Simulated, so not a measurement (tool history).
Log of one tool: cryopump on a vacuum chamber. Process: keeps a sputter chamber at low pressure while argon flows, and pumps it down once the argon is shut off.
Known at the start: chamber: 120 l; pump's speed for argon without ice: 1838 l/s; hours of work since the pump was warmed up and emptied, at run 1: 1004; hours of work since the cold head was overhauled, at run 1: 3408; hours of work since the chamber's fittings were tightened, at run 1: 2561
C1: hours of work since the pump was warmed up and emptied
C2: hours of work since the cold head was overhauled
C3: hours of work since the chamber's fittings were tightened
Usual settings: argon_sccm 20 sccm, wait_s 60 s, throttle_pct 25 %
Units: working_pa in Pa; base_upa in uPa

Run 1, hour 0: usual settings; C1 1004; C2 3408; C3 2561. Result: working_pa 0.0791 Pa, base_upa 1.45 uPa.
Run 2, hour 95.6: usual settings but argon_sccm 21 sccm; C1 1089; C2 3492; C3 2645. Result: working_pa 0.083 Pa, base_upa 1.42 uPa.
At hour 168.2: pump warmed up, emptied and cooled again.
Run 3, hour 187.8: usual settings but argon_sccm 21 sccm; C1 17; C2 3570; C3 2722. Result: working_pa 0.0781 Pa, base_upa 1.4 uPa.
Run 4, hour 292.8: usual settings but argon_sccm 21 sccm; C1 110; C2 3662; C3 2815. Result: working_pa 0.0779 Pa, base_upa 1.44 uPa.
Run 5, hour 348.4: usual settings but argon_sccm 21 sccm; C1 159; C2 3712; C3 2864. Result: working_pa 0.0785 Pa, base_upa 1.36 uPa.
Run 6, hour 447.1: usual settings but argon_sccm 27 sccm; C1 247; C2 3799; C3 2952. Result: working_pa 0.1012 Pa, base_upa 1.43 uPa.
Run 7, hour 549.1: usual settings but argon_sccm 27 sccm; C1 337; C2 3889; C3 3042. Result: working_pa 0.1032 Pa, base_upa 1.43 uPa.
Run 8, hour 651.6: usual settings but argon_sccm 26 sccm; C1 428; C2 3980; C3 3133. Result: working_pa 0.0991 Pa, base_upa 1.46 uPa.
Run 9, hour 693.8: usual settings but argon_sccm 26 sccm; C1 465; C2 4017; C3 3170. Result: working_pa 0.0995 Pa, base_upa 1.45 uPa.
Run 10, hour 739.5: usual settings but argon_sccm 26 sccm; C1 505; C2 4058; C3 3210. Result: working_pa 0.0995 Pa, base_upa 1.44 uPa.
Run 11, hour 841.9: usual settings but argon_sccm 26 sccm; C1 596; C2 4148; C3 3301. Result: working_pa 0.0994 Pa, base_upa 1.52 uPa.
Run 12, hour 899.8: usual settings but argon_sccm 26 sccm; C1 647; C2 4199; C3 3352. Result: working_pa 0.1005 Pa, base_upa 1.48 uPa.
Run 13, hour 999.4: usual settings but argon_sccm 26 sccm; C1 735; C2 4288; C3 3440. Result: working_pa 0.1006 Pa, base_upa 1.53 uPa.
Run 14, hour 1092.6: usual settings; C1 818; C2 4370; C3 3523. Result: working_pa 0.078 Pa, base_upa 1.52 uPa.
Run 15, hour 1186.4: usual settings; C1 901; C2 4453; C3 3606. Result: working_pa 0.0779 Pa, base_upa 1.51 uPa.
Run 16, hour 1242.2: usual settings but argon_sccm 22 sccm; C1 950; C2 4502; C3 3655. Result: working_pa 0.0868 Pa, base_upa 1.62 uPa.
Run 17, hour 1318.7: usual settings but argon_sccm 22 sccm; C1 1018; C2 4570; C3 3723. Result: working_pa 0.0879 Pa, base_upa 1.58 uPa.
Run 18, hour 1374.7: usual settings but argon_sccm 33 sccm, wait_s 195 s, throttle_pct 18 %; C1 1067; C2 4619; C3 3772. Result: working_pa 0.1791 Pa, base_upa 0.93 uPa.
At hour 1428.3: leaking fittings of the chamber tightened, without venting.
At hour 1475.1: pump warmed up, emptied and cooled again.
Run 19, hour 1478.3: usual settings but argon_sccm 26 sccm, wait_s 129 s, throttle_pct 23 %; C1 3; C2 4705; C3 40. Result: working_pa 0.1059 Pa, base_upa 0.6 uPa.
Run 20, hour 1537: usual settings but throttle_pct 48 %; C1 55; C2 4757; C3 92. Result: working_pa 0.0399 Pa, base_upa 1.16 uPa.
Run 21, hour 1634.2: usual settings but argon_sccm 9 sccm, wait_s 113 s, throttle_pct 48 %; C1 141; C2 4843; C3 178. Result: working_pa 0.0172 Pa, base_upa 0.71 uPa.

Forecast run 22:
Run 22, hour 1730.9: usual settings but wait_s 220 s, throttle_pct 48 %; C1 226; C2 4928; C3 263. Result: working_pa ?, base_upa ?.

working_pa: 0.0406 Pa
base_upa: 0.49 uPa
Without the tool's hidden state the same run would have given working_pa 0.0386 Pa, base_upa 0.44 uPa.
